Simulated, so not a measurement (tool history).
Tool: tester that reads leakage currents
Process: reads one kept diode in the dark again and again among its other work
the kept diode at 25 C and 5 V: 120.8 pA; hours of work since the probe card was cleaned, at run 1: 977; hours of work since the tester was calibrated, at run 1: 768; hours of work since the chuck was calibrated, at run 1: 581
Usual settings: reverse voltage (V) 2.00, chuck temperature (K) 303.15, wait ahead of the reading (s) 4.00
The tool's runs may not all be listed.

run	hour	reverse voltage (V)	chuck temperature (K)	wait ahead of the reading (s)	hours of work since the probe card was cleaned	hours of work since the tester was calibrated	hours of work since the chuck was calibrated	current that the tester gives (pA)
1	0.0	2.00	303.15	4.00	977	768	581	124.80
2	163.8	2.00	303.15	4.00	1071	862	674	124.38
3	291.2	17.07	303.15	4.00	1144	935	748	300.84
4	477.2	17.07	303.15	4.00	1251	1042	854	299.88
5	623.2	2.00	330.15	4.00	1335	1125	938	948.64
6	837.6	2.00	330.15	4.00	1458	1248	1061	951.24
7	942.9	2.00	330.15	4.00	1518	1309	1121	947.59
8	1052.1	2.00	330.15	4.00	1581	1371	1184	944.77
9	1175.9	2.00	303.15	4.00	1652	1442	1255	122.75
10	1307.0	2.00	303.15	4.00	1727	1518	1330	122.71
11	1512.5	5.63	303.15	4.00	1845	1635	1448	187.03
12	1629.7	5.63	303.15	4.00	1912	1703	1515	186.93
13	1794.2	2.00	293.15	4.00	2006	1797	1610	52.53
# hour 1810.1: chuck's temperature calibrated
14	1982.2	2.00	293.15	4.00	2113	1904	99	55.46
15	2202.8	2.00	305.15	4.00	2240	2030	225	149.85
# hour 2310.6: probe card cleaned and baked
16	2335.7	2.00	305.15	0.77	14	2105	300	149.42
17	2499.4	2.00	303.15	4.00	108	2199	394	126.90
18	2671.5	2.00	303.15	4.00	207	2297	492	125.62
# hour 2858.8: tester calibrated
19	2895.5	4.96	303.15	4.00	334	21	620	177.75
20	3090.7	4.96	303.15	4.00	446	133	732	178.25
21	3287.7	1.99	306.15	4.00	559	246	845	154.87
22	3379.8	1.99	306.15	4.00	612	299	898	155.54
23	3510.3	1.99	306.15	4.00	687	374	972	155.24
24	3644.2	1.99	306.15	0.47	764	451	1049	155.48
25	3785.1	1.06	333.15	3.34	845	531	1130	890.34
26	3910.0	1.19	303.15	4.00	916	603	1202	98.25
27	4115.6	1.19	303.15	4.00	1034	721	1320	98.73
28	4264.4	1.77	304.15	1.65	1120	806	1405	124.40
29	4403.6	2.65	326.15	0.63	1199	886	1485	783.99
30	4562.9	2.65	332.15	0.63	1291	978	1576	1190.33
# hour 4633.1: chuck's temperature calibrated
31	4757.6	14.64	296.15	4.00	1401	1088	71	164.18
32	4850.2	12.19	301.15	4.03	1455	1141	125	229.72
33	5040.6	2.72	301.15	4.03	1564	1250	234	123.12
34	5263.1	3.32	303.15	3.42	1691	1378	361	157.63
35	5433.3	4.37	303.15	1.23	1789	1476	459	175.19
36	5595.0	7.59	294.15	1.23	1882	1568	552	105.33
37	5746.6	2.00	303.15	4.87	1969	1655	639	127.05
38	5954.3	2.58	307.15	2.18	2088	1775	758	194.39

Forecast each of these 3 alternatives for the next run:
A	6048.2	1.75	294.15	4.00	2142	1828	812	?
B	6048.2	15.47	313.15	5.30	2142	1828	812	?
C	6048.2	2.00	306.15	4.00	2142	1828	812	?

run	current that the tester gives (pA)
A	56.06
B	644.29
C	161.73
Without the tool's hidden state the same runs would have given:
run	current that the tester gives (pA)
A	55.92
B	642.54
C	162.34
